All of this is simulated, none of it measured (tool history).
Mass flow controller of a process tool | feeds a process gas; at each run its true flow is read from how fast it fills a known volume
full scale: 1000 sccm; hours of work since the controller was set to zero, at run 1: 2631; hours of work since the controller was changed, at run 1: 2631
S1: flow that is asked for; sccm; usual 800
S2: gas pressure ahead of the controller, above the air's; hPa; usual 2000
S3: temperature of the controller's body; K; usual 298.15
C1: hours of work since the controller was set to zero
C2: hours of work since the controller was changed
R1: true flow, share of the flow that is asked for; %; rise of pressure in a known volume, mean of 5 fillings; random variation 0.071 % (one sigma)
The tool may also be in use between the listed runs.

Run 1, day 0: usual settings; C1 2631; C2 2631. Result: R1 100.34 %.
Run 2, day 7.05: usual settings; C1 2692; C2 2692. Result: R1 100.33 %.
Run 3, day 16.45: usual settings; C1 2773; C2 2773. Result: R1 100.33 %.
Run 4, day 23.433: usual settings; C1 2834; C2 2834. Result: R1 100.22 %.
Run 5, day 29.992: usual settings; C1 2890; C2 2890. Result: R1 100.25 %.
Run 6, day 38.121: usual settings but S3 294.15 K; C1 2961; C2 2961. Result: R1 100.36 %.
Run 7, day 49.55: usual settings but S3 294.15 K; C1 3060; C2 3060. Result: R1 100.28 %.
At day 50.871: controller's zero set anew.
Run 8, day 58.838: usual settings but S3 294.15 K; C1 69; C2 3140. Result: R1 100.22 %.
Run 9, day 74.783: usual settings but S1 195 sccm, S3 294.15 K; C1 207; C2 3278. Result: R1 98.03 %.
Run 10, day 83.683: usual settings; C1 284; C2 3355. Result: R1 100.32 %.
Run 11, day 93.429: usual settings but S3 311.15 K; C1 368; C2 3439. Result: R1 100.64 %.
Run 12, day 101.375: usual settings but S3 311.15 K; C1 437; C2 3508. Result: R1 100.69 %.
Run 13, day 109.508: usual settings but S1 191 sccm, S3 300.15 K; C1 507; C2 3578. Result: R1 97.84 %.
Run 14, day 123.283: usual settings but S1 523 sccm, S3 308.15 K; C1 626; C2 3697. Result: R1 100.08 %.
At day 124.779: controller's zero set anew, once more.
Run 15, day 132.65: usual settings but S1 523 sccm, S3 308.15 K; C1 68; C2 3778. Result: R1 100.82 %.

The next listed run, before its measurement:
Run 16, day 141.504: usual settings but S2 2610 hPa, S3 300.15 K; C1 145; C2 3854. Result: R1 ?.

R1: 101.34 %
Without the tool's hidden state the same run would have given R1 100.2 %.
